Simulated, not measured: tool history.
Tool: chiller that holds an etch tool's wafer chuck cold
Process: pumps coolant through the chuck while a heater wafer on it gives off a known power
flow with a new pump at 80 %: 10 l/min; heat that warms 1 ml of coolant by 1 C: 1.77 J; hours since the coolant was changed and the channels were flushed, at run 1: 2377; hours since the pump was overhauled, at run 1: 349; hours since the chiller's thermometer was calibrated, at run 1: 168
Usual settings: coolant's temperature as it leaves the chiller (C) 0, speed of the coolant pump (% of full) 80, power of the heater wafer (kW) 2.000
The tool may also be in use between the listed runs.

run	hour	coolant's temperature as it leaves the chiller (C)	speed of the coolant pump (% of full)	power of the heater wafer (kW)	hours since the coolant was changed and the channels were flushed	hours since the pump was overhauled	hours since the chiller's thermometer was calibrated	chuck's temperature once it has settled (C)	how much warmer the coolant comes back (C)
1	0.0	0	80	2.000	2377	349	168	14.4	6.96
2	38.1	0	91	2.000	2415	387	206	13.4	6.17
3	74.4	0	91	2.000	2452	423	242	13.4	6.11
4	102.6	-7	80	2.000	2480	452	271	7.4	6.92
5	121.2	-7	80	2.000	2498	470	289	7.5	6.93
6	140.7	0	80	2.000	2518	490	309	14.5	6.97
7	171.9	0	80	2.000	2549	521	340	14.7	6.97
8	214.9	0	80	2.000	2592	564	383	14.4	6.98
9	232.9	0	80	2.000	2610	582	401	14.6	6.92
10	257.3	0	80	2.000	2634	606	425	14.5	7.02
11	296.6	0	80	2.000	2674	645	464	14.7	6.98
12	334.2	0	80	2.000	2711	683	502	14.6	7.02
13	359.6	0	80	2.000	2737	708	527	14.7	7.05
# hour 367.7: coolant pump overhauled
14	408.1	0	69	1.496	2780	40	571	11.8	6.07
15	431.5	0	69	1.496	2804	64	594	12.1	6.17
16	458.4	8	63	1.883	2831	91	621	24.0	8.53
17	488.0	0	76	2.000	2860	120	651	15.3	7.57
18	514.5	2	62	2.000	2887	147	677	19.1	9.10
19	533.6	-4	97	2.000	2906	166	696	9.4	5.90
20	557.2	-4	97	2.000	2929	190	720	9.4	5.91
# hour 565.4: coolant pump overhauled, once more
21	593.3	-6	80	1.887	2960	28	751	7.8	6.49
22	630.3	-6	80	1.705	2997	65	788	6.2	5.87
23	657.9	-6	80	1.705	3025	93	816	6.3	5.81
24	684.4	-6	80	1.705	3051	119	842	6.4	5.85

The same runs without the tool's hidden state, with the same run-to-run variation:
The hidden state here: heat passed by the chuck's channels, % of clean ones'; flow at a given pump speed, % of a new pump's; coolant's true temperature over the reading, C; drift of the gauge itself on chuck_c, C; drift of the gauge itself on warmer_back_c, C.
run	chuck's temperature once it has settled (C)	how much warmer the coolant comes back (C)
1	13.5	6.84
2	12.5	6.05
3	12.5	5.98
4	6.4	6.76
5	6.5	6.76
6	13.5	6.79
7	13.6	6.79
8	13.3	6.78
9	13.5	6.71
10	13.4	6.80
11	13.6	6.76
12	13.5	6.79
13	13.5	6.80
14	10.9	5.82
15	11.1	5.91
16	22.6	8.16
17	13.9	7.23
18	17.6	8.67
19	8.2	5.61
20	8.2	5.62
21	6.9	6.48
22	5.4	5.85
23	5.5	5.78
24	5.6	5.82
